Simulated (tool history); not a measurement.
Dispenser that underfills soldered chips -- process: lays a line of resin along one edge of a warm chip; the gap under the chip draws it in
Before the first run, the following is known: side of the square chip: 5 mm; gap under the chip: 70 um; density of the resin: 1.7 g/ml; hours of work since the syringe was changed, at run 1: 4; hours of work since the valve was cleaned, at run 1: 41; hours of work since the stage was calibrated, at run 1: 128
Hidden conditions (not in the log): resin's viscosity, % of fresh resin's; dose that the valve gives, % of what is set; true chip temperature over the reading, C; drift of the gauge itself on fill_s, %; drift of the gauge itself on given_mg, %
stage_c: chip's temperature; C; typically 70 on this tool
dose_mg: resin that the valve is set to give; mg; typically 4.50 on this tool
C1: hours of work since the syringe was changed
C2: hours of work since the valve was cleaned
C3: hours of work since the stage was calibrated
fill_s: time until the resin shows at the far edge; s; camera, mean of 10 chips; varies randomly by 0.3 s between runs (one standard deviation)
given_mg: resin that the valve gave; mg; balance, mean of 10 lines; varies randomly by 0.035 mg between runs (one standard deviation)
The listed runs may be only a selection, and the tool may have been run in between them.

run 1 hour=0.0 | stage_c=70 dose_mg=4.50 | C1=4 C2=41 C3=128 | fill_s=6.8 given_mg=4.27
-- hour=3.9 new syringe of resin
run 2 hour=5.1 | stage_c=70 dose_mg=4.50 | C1=1 C2=45 C3=132 | fill_s=5.1 given_mg=4.32
run 3 hour=9.4 | stage_c=70 dose_mg=4.48 | C1=4 C2=48 C3=135 | fill_s=7.1 given_mg=4.25
-- hour=13.9 new syringe of resin
run 4 hour=13.9 | stage_c=70 dose_mg=4.50 | C1=0 C2=51 C3=138 | fill_s=5.6 given_mg=4.26
run 5 hour=17.4 | stage_c=78 dose_mg=4.50 | C1=2 C2=53 C3=140 | fill_s=4.2 given_mg=4.27
run 6 hour=21.8 | stage_c=78 dose_mg=4.50 | C1=6 C2=56 C3=143 | fill_s=4.8 given_mg=4.31
-- hour=23.9 new syringe of resin
run 7 hour=26.7 | stage_c=78 dose_mg=3.81 | C1=2 C2=59 C3=147 | fill_s=4.7 given_mg=3.56
run 8 hour=31.4 | stage_c=60 dose_mg=4.50 | C1=5 C2=63 C3=150 | fill_s=13.2 given_mg=4.21
-- hour=33.8 new syringe of resin
run 9 hour=35.9 | stage_c=70 dose_mg=4.68 | C1=2 C2=66 C3=153 | fill_s=6.0 given_mg=4.43
run 10 hour=39.4 | stage_c=58 dose_mg=4.50 | C1=4 C2=68 C3=155 | fill_s=13.5 given_mg=4.19
run 11 hour=42.9 | stage_c=55 dose_mg=4.50 | C1=6 C2=71 C3=158 | fill_s=19.0 given_mg=4.25
-- hour=43.8 new syringe of resin
run 12 hour=47.4 | stage_c=70 dose_mg=4.50 | C1=3 C2=74 C3=161 | fill_s=6.5 given_mg=4.21
run 13 hour=50.7 | stage_c=70 dose_mg=4.50 | C1=5 C2=76 C3=163 | fill_s=7.2 given_mg=4.13
-- hour=53.8 new syringe of resin
run 14 hour=55.8 | stage_c=70 dose_mg=5.21 | C1=1 C2=79 C3=166 | fill_s=6.1 given_mg=4.80
run 15 hour=59.7 | stage_c=70 dose_mg=5.21 | C1=4 C2=82 C3=169 | fill_s=7.1 given_mg=4.84
run 16 hour=62.3 | stage_c=70 dose_mg=5.21 | C1=6 C2=84 C3=171 | fill_s=8.5 given_mg=4.78
-- hour=63.8 new syringe of resin
run 17 hour=64.7 | stage_c=73 dose_mg=4.50 | C1=1 C2=85 C3=172 | fill_s=5.0 given_mg=4.14
run 18 hour=67.5 | stage_c=70 dose_mg=5.66 | C1=3 C2=87 C3=174 | fill_s=6.4 given_mg=5.16
run 19 hour=69.8 | stage_c=70 dose_mg=5.66 | C1=4 C2=89 C3=176 | fill_s=7.2 given_mg=5.19
-- hour=73.7 new syringe of resin
run 20 hour=73.7 | stage_c=84 dose_mg=3.93 | C1=0 C2=92 C3=179 | fill_s=2.7 given_mg=3.54
run 21 hour=76.2 | stage_c=60 dose_mg=4.50 | C1=2 C2=93 C3=180 | fill_s=10.4 given_mg=4.03
run 22 hour=78.2 | stage_c=56 dose_mg=5.81 | C1=3 C2=95 C3=182 | fill_s=13.8 given_mg=5.26
run 23 hour=81.5 | stage_c=73 dose_mg=4.29 | C1=5 C2=97 C3=184 | fill_s=6.2 given_mg=3.91
-- hour=83.6 new syringe of resin
run 24 hour=86.7 | stage_c=66 dose_mg=4.88 | C1=2 C2=100 C3=188 | fill_s=7.8 given_mg=4.35
run 25 hour=90.8 | stage_c=66 dose_mg=4.88 | C1=5 C2=103 C3=190 | fill_s=9.7 given_mg=4.35
-- hour=93.8 new syringe of resin
run 26 hour=96.0 | stage_c=66 dose_mg=4.88 | C1=2 C2=107 C3=194 | fill_s=7.1 given_mg=4.37
run 27 hour=99.1 | stage_c=66 dose_mg=4.88 | C1=4 C2=109 C3=196 | fill_s=9.4 given_mg=4.34
run 28 hour=101.6 | stage_c=66 dose_mg=4.88 | C1=6 C2=111 C3=198 | fill_s=10.2 given_mg=4.35
-- hour=103.8 new syringe of resin
run 29 hour=105.5 | stage_c=72 dose_mg=5.58 | C1=1 C2=113 C3=200 | fill_s=4.9 given_mg=4.94
run 30 hour=109.3 | stage_c=85 dose_mg=4.18 | C1=4 C2=116 C3=203 | fill_s=3.7 given_mg=3.70
run 31 hour=111.9 | stage_c=85 dose_mg=4.18 | C1=6 C2=118 C3=205 | fill_s=4.3 given_mg=3.67
-- hour=113.8 new syringe of resin
run 32 hour=116.9 | stage_c=85 dose_mg=4.18 | C1=2 C2=121 C3=208 | fill_s=3.2 given_mg=3.62
run 33 hour=121.7 | stage_c=75 dose_mg=4.02 | C1=6 C2=124 C3=212 | fill_s=7.3 given_mg=3.59
-- hour=123.9 new syringe of resin
run 34 hour=124.2 | stage_c=75 dose_mg=4.02 | C1=0 C2=126 C3=213 | fill_s=3.9 given_mg=3.53
run 35 hour=128.2 | stage_c=70 dose_mg=4.59 | C1=3 C2=129 C3=216 | fill_s=6.6 given_mg=3.95
run 36 hour=132.9 | stage_c=81 dose_mg=4.76 | C1=6 C2=132 C3=219 | fill_s=4.6 given_mg=4.19
-- hour=134.0 new syringe of resin
-- hour=135.0 dispensing valve cleaned and set on the balance
run 37 hour=137.6 | stage_c=84 dose_mg=4.50 | C1=2 C2=2 C3=222 | fill_s=3.0 given_mg=4.51

Hidden condition of the tool, last listed run before each entry between runs versus first listed run after:
Logged between run 1 and run 2: new syringe of resin (hour 3.9)
  resin's viscosity, % of fresh resin's: 135.8 -> 105.7; dose that the valve gives, % of what is set: 95.81 -> 95.48; true chip temperature over the reading, C: -1.19 -> -1.21
  measured value less the no-hidden-state value, fill_s: +2.2 -> +0.6 s; given_mg: -0.19 -> -0.21 mg
Logged between run 3 and run 4: new syringe of resin (hour 13.9)
  resin's viscosity, % of fresh resin's: 131.1 -> 100; dose that the valve gives, % of what is set: 95.17 -> 94.87; true chip temperature over the reading, C: -1.24 -> -1.26
  measured value less the no-hidden-state value, fill_s: +2.0 -> +0.4 s; given_mg: -0.22 -> -0.23 mg
Logged between run 6 and run 7: new syringe of resin (hour 23.9)
  resin's viscosity, % of fresh resin's: 148.8 -> 116.5; dose that the valve gives, % of what is set: 94.33 -> 93.98; true chip temperature over the reading, C: -1.31 -> -1.33
  measured value less the no-hidden-state value, fill_s: +2.0 -> +0.9 s; given_mg: -0.25 -> -0.23 mg
Logged between run 8 and run 9: new syringe of resin (hour 33.8)
  resin's viscosity, % of fresh resin's: 147.8 -> 114.6; dose that the valve gives, % of what is set: 93.65 -> 93.39; true chip temperature over the reading, C: -1.36 -> -1.38
  measured value less the no-hidden-state value, fill_s: +5.1 -> +1.2 s; given_mg: -0.29 -> -0.31 mg
Logged between run 11 and run 12: new syringe of resin (hour 43.8)
  resin's viscosity, % of fresh resin's: 162.1 -> 118; dose that the valve gives, % of what is set: 92.88 -> 92.6; true chip temperature over the reading, C: -1.42 -> -1.44
  measured value less the no-hidden-state value, fill_s: +8.4 -> +1.4 s; given_mg: -0.32 -> -0.33 mg
Logged between run 13 and run 14: new syringe of resin (hour 53.8)
  resin's viscosity, % of fresh resin's: 138.7 -> 111.5; dose that the valve gives, % of what is set: 92.37 -> 92.04; true chip temperature over the reading, C: -1.46 -> -1.49
  measured value less the no-hidden-state value, fill_s: +2.6 -> +1.0 s; given_mg: -0.34 -> -0.41 mg
Logged between run 16 and run 17: new syringe of resin (hour 63.8)
  resin's viscosity, % of fresh resin's: 154.1 -> 105.8; dose that the valve gives, % of what is set: 91.58 -> 91.44; true chip temperature over the reading, C: -1.52 -> -1.54
  measured value less the no-hidden-state value, fill_s: +3.3 -> +0.7 s; given_mg: -0.43 -> -0.38 mg
Logged between run 19 and run 20: new syringe of resin (hour 73.7)
  resin's viscosity, % of fresh resin's: 136.6 -> 99.8; dose that the valve gives, % of what is set: 91.08 -> 90.83; true chip temperature over the reading, C: -1.56 -> -1.58
  measured value less the no-hidden-state value, fill_s: +2.3 -> +0.2 s; given_mg: -0.50 -> -0.36 mg
Logged between run 23 and run 24: new syringe of resin (hour 83.6)
  resin's viscosity, % of fresh resin's: 147 -> 116.7; dose that the valve gives, % of what is set: 90.3 -> 89.96; true chip temperature over the reading, C: -1.63 -> -1.65
  measured value less the no-hidden-state value, fill_s: +2.7 -> +1.7 s; given_mg: -0.42 -> -0.49 mg
Logged between run 25 and run 26: new syringe of resin (hour 93.8)
  resin's viscosity, % of fresh resin's: 143.7 -> 113.7; dose that the valve gives, % of what is set: 89.65 -> 89.34; true chip temperature over the reading, C: -1.67 -> -1.7
  measured value less the no-hidden-state value, fill_s: +3.6 -> +1.6 s; given_mg: -0.51 -> -0.52 mg
Logged between run 28 and run 29: new syringe of resin (hour 103.8)
  resin's viscosity, % of fresh resin's: 150.5 -> 107.3; dose that the valve gives, % of what is set: 88.96 -> 88.7; true chip temperature over the reading, C: -1.73 -> -1.75
  measured value less the no-hidden-state value, fill_s: +4.0 -> +0.8 s; given_mg: -0.53 -> -0.63 mg
Logged between run 31 and run 32: new syringe of resin (hour 113.8)
  resin's viscosity, % of fresh resin's: 147.8 -> 117; dose that the valve gives, % of what is set: 88.28 -> 87.94; true chip temperature over the reading, C: -1.79 -> -1.82
  measured value less the no-hidden-state value, fill_s: +1.6 -> +0.8 s; given_mg: -0.49 -> -0.51 mg
Logged between run 33 and run 34: new syringe of resin (hour 123.9)
  resin's viscosity, % of fresh resin's: 148.9 -> 100.2; dose that the valve gives, % of what is set: 87.6 -> 87.45; true chip temperature over the reading, C: -1.85 -> -1.86
  measured value less the no-hidden-state value, fill_s: +2.7 -> +0.5 s; given_mg: -0.50 -> -0.50 mg
Logged between run 36 and run 37: new syringe of resin (hour 134.0); dispensing valve cleaned and set on the balance (hour 135.0)
  resin's viscosity, % of fresh resin's: 155.3 -> 115.4; dose that the valve gives, % of what is set: 86.84 -> 99.81; true chip temperature over the reading, C: -1.9 -> -1.92
  measured value less the no-hidden-state value, fill_s: +2.1 -> +0.6 s; given_mg: -0.63 -> -0.01 mg
